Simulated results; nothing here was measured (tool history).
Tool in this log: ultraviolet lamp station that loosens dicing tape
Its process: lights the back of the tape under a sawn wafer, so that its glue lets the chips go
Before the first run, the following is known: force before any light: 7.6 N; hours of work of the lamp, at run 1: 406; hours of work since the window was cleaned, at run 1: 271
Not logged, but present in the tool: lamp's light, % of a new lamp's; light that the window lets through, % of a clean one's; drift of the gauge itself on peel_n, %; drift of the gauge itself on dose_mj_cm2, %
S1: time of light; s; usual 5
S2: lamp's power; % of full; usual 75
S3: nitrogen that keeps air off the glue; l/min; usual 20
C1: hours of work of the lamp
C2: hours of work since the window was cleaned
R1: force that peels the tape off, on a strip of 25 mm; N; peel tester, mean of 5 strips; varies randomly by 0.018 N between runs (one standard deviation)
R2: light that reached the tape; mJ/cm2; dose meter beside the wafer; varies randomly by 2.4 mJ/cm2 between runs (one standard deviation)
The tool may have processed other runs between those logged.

run 1 day=0.000 | S1=5 S2=75 S3=20 | C1=406 C2=271 | R1=0.842 R2=249
run 2 day=1.025 | S1=5 S2=75 S3=14 | C1=418 C2=283 | R1=1.038 R2=247
run 3 day=1.592 | S1=5 S2=75 S3=14 | C1=424 C2=289 | R1=1.034 R2=249
run 4 day=2.312 | S1=5 S2=75 S3=20 | C1=433 C2=297 | R1=0.849 R2=247
run 5 day=3.504 | S1=5 S2=75 S3=10 | C1=446 C2=311 | R1=1.280 R2=249
run 6 day=4.712 | S1=5 S2=75 S3=10 | C1=460 C2=325 | R1=1.263 R2=248
run 7 day=5.383 | S1=5 S2=75 S3=10 | C1=467 C2=332 | R1=1.230 R2=248
run 8 day=6.425 | S1=5 S2=61 S3=10 | C1=479 C2=344 | R1=1.762 R2=203
run 9 day=7.325 | S1=5 S2=61 S3=10 | C1=489 C2=354 | R1=1.781 R2=202
run 10 day=8.042 | S1=5 S2=61 S3=10 | C1=497 C2=362 | R1=1.799 R2=203
run 11 day=8.717 | S1=5 S2=61 S3=10 | C1=505 C2=370 | R1=1.715 R2=201
run 12 day=9.708 | S1=6 S2=61 S3=10 | C1=516 C2=381 | R1=1.328 R2=240
run 13 day=10.525 | S1=8 S2=61 S3=10 | C1=525 C2=390 | R1=0.740 R2=323
run 14 day=11.562 | S1=4 S2=61 S3=10 | C1=537 C2=402 | R1=2.368 R2=163
run 15 day=12.354 | S1=4 S2=61 S3=10 | C1=546 C2=411 | R1=2.345 R2=160
run 16 day=13.362 | S1=4 S2=61 S3=10 | C1=557 C2=422 | R1=2.368 R2=162
run 17 day=14.321 | S1=5 S2=75 S3=20 | C1=568 C2=433 | R1=0.842 R2=251
run 18 day=15.454 | S1=7 S2=95 S3=10 | C1=581 C2=446 | R1=0.383 R2=440
run 19 day=16.642 | S1=7 S2=86 S3=10 | C1=595 C2=459 | R1=0.472 R2=400
run 20 day=17.800 | S1=7 S2=86 S3=10 | C1=608 C2=472 | R1=0.484 R2=402
run 21 day=18.671 | S1=2 S2=90 S3=7 | C1=617 C2=482 | R1=3.472 R2=123
run 22 day=19.625 | S1=2 S2=90 S3=7 | C1=628 C2=493 | R1=3.604 R2=121
run 23 day=20.800 | S1=2 S2=90 S3=7 | C1=642 C2=506 | R1=3.440 R2=118
-- day=21.871 window cleaned of glue's vapour
run 24 day=22.050 | S1=5 S2=100 S3=10 | C1=655 C2=2 | R1=0.713 R2=335
run 25 day=22.871 | S1=3 S2=73 S3=20 | C1=665 C2=11 | R1=2.058 R2=149
run 26 day=23.950 | S1=5 S2=75 S3=15 | C1=677 C2=23 | R1=0.969 R2=252
run 27 day=24.479 | S1=5 S2=75 S3=15 | C1=683 C2=29 | R1=1.029 R2=249
run 28 day=25.121 | S1=5 S2=75 S3=15 | C1=690 C2=37 | R1=1.011 R2=250
run 29 day=25.871 | S1=5 S2=75 S3=15 | C1=699 C2=45 | R1=1.026 R2=247
run 30 day=26.438 | S1=3 S2=77 S3=7 | C1=705 C2=52 | R1=2.804 R2=155
run 31 day=27.017 | S1=3 S2=85 S3=16 | C1=712 C2=58 | R1=1.820 R2=170
run 32 day=27.746 | S1=3 S2=85 S3=16 | C1=720 C2=66 | R1=1.800 R2=172
run 33 day=28.367 | S1=4 S2=92 S3=12 | C1=727 C2=73 | R1=1.202 R2=247
run 34 day=29.092 | S1=4 S2=92 S3=12 | C1=735 C2=82 | R1=1.138 R2=243

Each row is a separate what-if for the run after 34, all from the same tool condition, not one after another. Results?
run A day=30.029 | S1=5 S2=77 S3=20 | C1=746 C2=92 | R1=? R2=?
run B day=30.029 | S1=5 S2=76 S3=9 | C1=746 C2=92 | R1=? R2=?
run C day=30.029 | S1=3 S2=92 S3=12 | C1=746 C2=92 | R1=? R2=?
run D day=30.029 | S1=5 S2=89 S3=7 | C1=746 C2=92 | R1=? R2=?
run E day=30.029 | S1=4 S2=84 S3=15 | C1=746 C2=92 | R1=? R2=?

run=A R1=0.811 R2=257
run=B R1=1.321 R2=250
run=C R1=1.867 R2=182
run=D R1=1.191 R2=294
run=E R1=1.214 R2=225
Without the tool's hidden state the same runs would have given:
run=A R1=0.807 R2=257
run=B R1=1.317 R2=251
run=C R1=1.862 R2=183
run=D R1=1.186 R2=295
run=E R1=1.210 R2=225
